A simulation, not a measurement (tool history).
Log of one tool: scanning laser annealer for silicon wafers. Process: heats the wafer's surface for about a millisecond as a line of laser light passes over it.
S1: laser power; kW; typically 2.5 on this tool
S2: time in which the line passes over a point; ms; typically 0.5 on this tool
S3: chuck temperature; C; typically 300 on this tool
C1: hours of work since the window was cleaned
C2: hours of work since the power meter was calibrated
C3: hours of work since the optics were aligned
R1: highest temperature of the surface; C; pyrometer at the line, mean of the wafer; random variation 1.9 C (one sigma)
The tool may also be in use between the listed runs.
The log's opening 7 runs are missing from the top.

run	hour	S1	S2	S3	C1	C2	C3	R1
8	380.8	2.5	0.421	300	439	795	46	1007
9	454.1	2.5	0.5	300	475	831	82	1061
# hour 475.3: optics aligned, line set to its width, once more
10	528.3	2.5	0.5	300	509	865	26	1080
11	571.3	2.5	0.5	300	530	886	47	1085
12	641.2	2.5	0.5	300	564	920	81	1081
13	700.2	2.5	0.5	300	593	949	110	1077
14	764	2.5	0.5	300	624	980	141	1078
15	800.3	2.5	0.5	300	642	998	159	1074
16	851.3	2.5	0.5	300	667	1023	184	1072
17	919.8	2.5	0.5	300	700	1056	217	1069
18	976.6	2.5	0.5	300	728	1084	245	1064
19	1048.2	2.5	0.409	300	763	1119	280	995

Run 20, settings as shown, results not yet in. Your forecast:
20	1085.7	2.5	0.604	268	781	1137	299	?

R1: 1105 C
On a tool with no hidden condition, and with the same random variation, this run would have come out at R1 1159 C.

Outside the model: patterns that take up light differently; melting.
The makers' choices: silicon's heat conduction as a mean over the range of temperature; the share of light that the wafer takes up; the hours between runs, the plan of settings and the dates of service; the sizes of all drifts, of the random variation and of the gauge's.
